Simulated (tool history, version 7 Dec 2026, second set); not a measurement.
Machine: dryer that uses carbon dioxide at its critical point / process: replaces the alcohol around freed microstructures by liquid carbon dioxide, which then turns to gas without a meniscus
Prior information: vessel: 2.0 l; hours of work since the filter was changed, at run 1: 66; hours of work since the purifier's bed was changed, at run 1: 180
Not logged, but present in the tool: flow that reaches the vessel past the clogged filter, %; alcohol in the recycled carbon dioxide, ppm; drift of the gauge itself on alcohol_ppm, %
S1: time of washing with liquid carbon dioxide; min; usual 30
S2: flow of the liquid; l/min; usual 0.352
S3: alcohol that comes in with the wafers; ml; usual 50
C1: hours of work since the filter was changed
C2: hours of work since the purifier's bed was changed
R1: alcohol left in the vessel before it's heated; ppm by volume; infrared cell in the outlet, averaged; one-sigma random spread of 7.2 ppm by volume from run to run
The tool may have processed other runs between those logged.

run,hour,S1,S2,S3,C1,C2,R1
1,0.0,30,0.352,50,66,180,443
2,4.4,30,0.352,25,68,182,244
3,10.8,30,0.352,25,71,186,250
4,17.3,30,0.352,25,74,189,240
5,24.2,30,0.352,57,78,192,516
6,31.2,30,0.352,50,81,196,457
7,39.0,30,0.352,50,85,199,431
8,44.9,19,0.352,50,88,202,1939
9,49.7,19,0.352,50,90,205,1946
10,54.9,30,0.352,50,93,207,468
11,58.9,30,0.352,50,95,209,498
12,66.6,30,0.352,21,99,213,227
13,70.6,30,0.352,21,101,215,229
14,79.1,30,0.352,50,105,219,487
15,88.5,30,0.352,52,109,224,505
16,93.8,30,0.480,52,112,226,139
17,101.2,30,0.352,52,116,230,531
18,106.9,30,0.352,52,118,233,510
19,112.1,30,0.352,50,121,235,519
20,121.3,30,0.352,50,125,240,516
21,129.5,36,0.352,50,129,244,263
22,138.1,36,0.352,50,134,248,260
23,144.6,36,0.352,50,137,251,267
24,152.2,30,0.300,38,140,255,712
25,156.9,30,0.300,38,143,257,724
26,161.8,30,0.352,68,145,259,725
27,166.3,21,0.324,68,147,262,2793
28,174.1,39,0.535,50,151,266,59
29,181.8,20,0.265,29,155,269,2144
30,188.3,30,0.511,50,158,272,129
31,194.2,27,0.430,33,161,275,272
32,200.0,27,0.430,33,164,278,273
33,204.1,42,0.352,91,166,280,247
34,213.4,19,0.352,22,170,285,993
35,217.3,19,0.352,22,172,287,963
36,224.5,45,0.503,117,176,290,64
37,230.1,20,0.503,23,179,293,311
38,239.5,20,0.503,23,183,298,326
39,243.6,20,0.503,23,185,300,325
40,249.1,35,0.373,53,188,302,282
41,254.9,35,0.373,53,191,305,281

Consider 5 possible next runs. They are alternatives, not a sequence: every one starts from the tool as it was left by run 41. What does each give?
A,263.8,43,0.432,53,195,309,?
B,263.8,35,0.251,35,195,309,?
C,263.8,31,0.352,39,195,309,?
D,263.8,41,0.573,53,195,309,?
E,263.8,35,0.373,91,195,309,?

run,R1
A,81
B,835
C,413
D,56
E,448
Stripped of hidden state, with their random variation kept, the same runs would have yielded:
run,R1
A,14
B,528
C,217
D,4
E,217
